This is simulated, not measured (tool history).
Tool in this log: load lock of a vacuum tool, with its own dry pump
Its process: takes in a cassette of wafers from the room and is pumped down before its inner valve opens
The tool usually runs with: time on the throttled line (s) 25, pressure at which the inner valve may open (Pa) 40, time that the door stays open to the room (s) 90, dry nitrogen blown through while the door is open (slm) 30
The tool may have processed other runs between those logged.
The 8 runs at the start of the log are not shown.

| run | hour | time on the throttled line (s) | pressure at which the inner valve may open (Pa) | time that the door stays open to the room (s) | dry nitrogen blown through while the door is open (slm) | hours that the pump has run since its overhaul | times that the door has closed on its seal | incoming humidity of the room's air, % | time from the closed door until the inner valve may open (s) | rise of the pressure with all valves shut (Pa/min) |
|---|---|---|---|---|---|---|---|---|---|---|
| 9 | 1101.1 | 25 | 40 | 90 | 30 | 13986 | 10281 | 47.2 | 40.9 | 0.032 |
| 10 | 1224.5 | 25 | 40 | 90 | 30 | 14109 | 10459 | 46.7 | 42 | 0.028 |
| 11 | 1323.2 | 25 | 40 | 90 | 30 | 14208 | 10601 | 44.8 | 41.7 | 0.028 |
| 12 | 1426.9 | 25 | 40 | 90 | 30 | 14311 | 10750 | 43.7 | 41.5 | 0.026 |
| 13 | 1505.1 | 25 | 40 | 90 | 30 | 14390 | 10862 | 44 | 41.5 | 0.026 |
| 14 | 1652.7 | 25 | 40 | 90 | 30 | 14537 | 11075 | 47.2 | 41.3 | 0.029 |
| 15 | 1768.3 | 22 | 40 | 90 | 30 | 14653 | 11241 | 46.3 | 39.1 | 0.028 |
| 16 | 1885.2 | 32 | 40 | 90 | 30 | 14770 | 11409 | 48.5 | 47 | 0.038 |
| 17 | 1973.4 | 25 | 40 | 90 | 30 | 14858 | 11536 | 46.7 | 41.2 | 0.032 |
| 18 | 2063.7 | 25 | 40 | 90 | 30 | 14948 | 11666 | 44.7 | 41.5 | 0.03 |
| 19 | 2146.2 | 25 | 40 | 90 | 30 | 15031 | 11785 | 44.7 | 41.8 | 0.027 |
| 20 | 2289.4 | 25 | 40 | 52 | 24 | 15174 | 11991 | 42 | 41.8 | 0.02 |
| 21 | 2466.6 | 38 | 30 | 90 | 30 | 15351 | 12246 | 44.3 | 51.6 | 0.028 |
| 22 | 2541.4 | 38 | 30 | 90 | 30 | 15426 | 12353 | 43.3 | 51.3 | 0.03 |
| 23 | 2623.9 | 38 | 30 | 90 | 30 | 15508 | 12472 | 47.8 | 51.3 | 0.028 |
| 24 | 2800.5 | 45 | 40 | 91 | 7 | 15685 | 12726 | 45.4 | 56.2 | 0.048 |
|  | 2914.3 | dry pump taken out, an overhauled one fitted |
| 25 | 2958 | 45 | 40 | 91 | 7 | 44 | 12944 | 44.3 | 55.8 | 0.038 |
| 26 | 3040.9 | 41 | 39 | 38 | 5 | 127 | 13063 | 44.6 | 52.5 | 0.036 |
| 27 | 3135.2 | 41 | 42 | 31 | 12 | 221 | 13199 | 44.3 | 52.8 | 0.02 |
| 28 | 3234.3 | 41 | 42 | 31 | 12 | 320 | 13341 | 45.7 | 52.5 | 0.023 |
| 29 | 3349.5 | 41 | 42 | 31 | 12 | 435 | 13507 | 41.6 | 53 | 0.026 |
| 30 | 3457.6 | 30 | 46 | 70 | 10 | 543 | 13663 | 45.8 | 44.6 | 0.036 |

Run 31 has not been measured yet. What should we expect?
| 31 | 3584.1 | 20 | 62 | 90 | 17 | 670 | 13845 | 42.9 | ? | ? |

Run 31 gave time from the closed door until the inner valve may open (s) 36.4, rise of the pressure with all valves shut (Pa/min) 0.033.
Had the tool carried no hidden state, the very same run would have given time from the closed door until the inner valve may open (s) 36.5, rise of the pressure with all valves shut (Pa/min) 0.033.
